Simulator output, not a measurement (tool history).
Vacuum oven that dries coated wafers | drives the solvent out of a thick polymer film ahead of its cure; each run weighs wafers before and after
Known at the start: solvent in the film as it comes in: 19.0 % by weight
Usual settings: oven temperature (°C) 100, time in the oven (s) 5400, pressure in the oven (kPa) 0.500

run	hour	oven temperature (°C)	time in the oven (s)	pressure in the oven (kPa)	solvent left in the film (%)
1	0.0	100	5400	0.500	2.06
2	26.9	100	5400	0.500	1.97
3	41.3	100	5400	0.500	2.08
4	58.4	100	5400	0.500	2.11
5	74.0	100	5400	0.500	2.15
6	103.1	100	5400	0.500	2.15
7	118.7	100	5400	0.500	2.19
8	148.4	100	5400	0.500	2.15
9	176.8	101	5400	0.500	1.95
10	192.5	100	5400	0.500	2.32
11	220.6	96	5400	0.500	3.45
12	246.9	96	8100	0.500	2.00
13	266.0	100	5400	0.500	2.35
14	290.5	100	5400	0.500	2.27
15	308.5	100	5520	0.500	2.12
16	323.1	100	5400	1.943	4.42
17	342.1	100	5400	0.996	3.15
18	366.9	100	5400	0.996	3.07
19	395.6	100	5400	0.500	2.36
20	417.4	85	5400	0.500	7.97
21	445.8	85	5280	0.500	8.29
22	476.4	104	5400	0.500	1.51
23	493.2	104	5400	0.500	1.56
24	509.4	104	5400	0.500	1.50
25	535.8	98	3300	0.694	5.52
26	553.6	100	5460	1.742	4.35
27	575.1	101	3540	1.377	5.08
28	599.3	99	9060	0.500	1.58
29	618.5	97	5400	0.263	3.02
30	638.6	90	5400	0.619	6.18
31	667.2	106	5400	0.619	1.56
32	684.9	106	5400	0.619	1.56
33	701.2	106	5400	0.619	1.52
34	714.0	90	6360	0.344	5.07
35	730.4	105	3420	1.512	4.07
36	745.7	105	3420	1.512	4.08

Run 37 comes next. What will it give?
37	773.0	105	3420	1.512	?

{"run 37": {"solvent left in the film (%)": 4.01}}
Without the tool's hidden state the same run would have given solvent left in the film (%) 2.91.
